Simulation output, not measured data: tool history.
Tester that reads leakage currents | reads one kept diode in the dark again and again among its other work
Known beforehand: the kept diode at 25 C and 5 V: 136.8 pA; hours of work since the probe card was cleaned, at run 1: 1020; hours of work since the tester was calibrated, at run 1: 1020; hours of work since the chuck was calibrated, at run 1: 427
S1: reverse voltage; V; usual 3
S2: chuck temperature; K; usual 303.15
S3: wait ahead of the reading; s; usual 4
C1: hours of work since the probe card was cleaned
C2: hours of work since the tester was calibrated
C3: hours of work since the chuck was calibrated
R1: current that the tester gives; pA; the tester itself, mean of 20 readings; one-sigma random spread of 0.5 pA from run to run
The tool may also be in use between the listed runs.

| run | hour | S1 | S2 | S3 | C1 | C2 | C3 | R1 |
|---|---|---|---|---|---|---|---|---|
| 1 | 0 | 3 | 303.15 | 4 | 1020 | 1020 | 427 | 159.33 |
| 2 | 161.9 | 3 | 303.15 | 4 | 1134 | 1134 | 540 | 156.26 |
|  | 304.9 | chuck's temperature calibrated |
| 3 | 311 | 3 | 303.15 | 0.93 | 1237 | 1237 | 4 | 170.24 |
| 4 | 453.7 | 3 | 303.15 | 0.93 | 1337 | 1337 | 104 | 168.46 |
| 5 | 551 | 3 | 303.15 | 0.93 | 1405 | 1405 | 172 | 167.17 |
| 6 | 619.1 | 3 | 303.15 | 0.93 | 1453 | 1453 | 220 | 165.78 |
| 7 | 767.3 | 3 | 303.15 | 0.93 | 1557 | 1557 | 324 | 165.78 |
|  | 929.1 | probe card cleaned and baked |
| 8 | 929.1 | 8.05 | 303.15 | 4 | 0 | 1668 | 435 | 233.92 |
|  | 942.1 | tester calibrated |
| 9 | 1040.6 | 6.24 | 308.15 | 4.79 | 77 | 69 | 512 | 308.28 |
| 10 | 1149.6 | 6.24 | 308.15 | 4.79 | 153 | 145 | 588 | 307.87 |
|  | 1221.8 | chuck's temperature calibrated |
| 11 | 1289.7 | 2.18 | 303.15 | 2.56 | 250 | 242 | 48 | 142.94 |
|  | 1378.9 | tester calibrated, once more |
| 12 | 1422.4 | 1.87 | 303.15 | 4 | 342 | 31 | 139 | 136.37 |
| 13 | 1523.7 | 15.36 | 298.15 | 8.38 | 412 | 101 | 210 | 216.73 |
| 14 | 1634.8 | 15.36 | 298.15 | 8.38 | 490 | 179 | 288 | 215.29 |
| 15 | 1774.5 | 1.28 | 303.15 | 4.69 | 588 | 277 | 386 | 113.82 |
| 16 | 1859.3 | 1.28 | 324.15 | 6.84 | 648 | 337 | 445 | 539.77 |

Pick out some run-to-run changes in R1. Of each, how much would a tool without hidden state show as well, from the settings, what came in and chance, and how much is left for the hidden state and any gauge scatter not in both results compared?
Unlogged tool condition in this case: stray current of the dirty probe card, pA a volt; current scale over the true one, %; true chuck temperature over the reading, C; drift of the gauge itself on leakage_pa, %.
Run 10 -> 11: S1 6.24 -> 2.18, S2 308.15 -> 303.15, S3 4.79 -> 2.56, chuck's temperature calibrated. R1 -164.93 pA: hidden state +21.68, all else -186.61.
Run 15 -> 16: S2 303.15 -> 324.15, S3 4.69 -> 6.84. R1 +425.95 pA: hidden state -21.49, all else +447.44.
